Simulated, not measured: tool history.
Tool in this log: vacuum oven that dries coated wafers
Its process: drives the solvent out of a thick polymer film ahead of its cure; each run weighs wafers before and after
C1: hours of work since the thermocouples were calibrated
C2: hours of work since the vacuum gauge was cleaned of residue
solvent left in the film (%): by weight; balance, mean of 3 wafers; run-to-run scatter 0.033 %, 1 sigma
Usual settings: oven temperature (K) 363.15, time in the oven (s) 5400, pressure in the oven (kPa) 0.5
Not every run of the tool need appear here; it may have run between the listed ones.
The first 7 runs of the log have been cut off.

Run 8, hour 185.8: usual settings but time in the oven (s) 4020; C1 1219; C2 998. Result: solvent left in the film (%) 4.23.
Run 9, hour 216: usual settings but time in the oven (s) 4020; C1 1240; C2 1018. Result: solvent left in the film (%) 4.22.
Run 10, hour 239.8: usual settings but time in the oven (s) 4020; C1 1256; C2 1034. Result: solvent left in the film (%) 4.19.
Run 11, hour 253.7: usual settings but time in the oven (s) 4020; C1 1265; C2 1044. Result: solvent left in the film (%) 4.24.
Run 12, hour 274.2: usual settings but time in the oven (s) 4020; C1 1279; C2 1058. Result: solvent left in the film (%) 4.22.
Run 13, hour 304.7: usual settings but time in the oven (s) 4020; C1 1300; C2 1078. Result: solvent left in the film (%) 4.22.
Run 14, hour 330: usual settings but time in the oven (s) 4020; C1 1317; C2 1095. Result: solvent left in the film (%) 4.19.
At hour 333.8: oven's thermocouples calibrated.
Run 15, hour 364.3: usual settings; C1 21; C2 1117. Result: solvent left in the film (%) 2.71.
Run 16, hour 387.4: usual settings but pressure in the oven (kPa) 0.434; C1 36; C2 1133. Result: solvent left in the film (%) 2.72.

Run 17, settings as shown, results not yet in. Your forecast:
Run 17, hour 408.8: usual settings but pressure in the oven (kPa) 0.434; C1 51; C2 1147. Result: solvent left in the film (%) ?.

solvent left in the film (%): 2.69
Minus the tool's unlogged condition, the same run would have read solvent left in the film (%) 3.43.
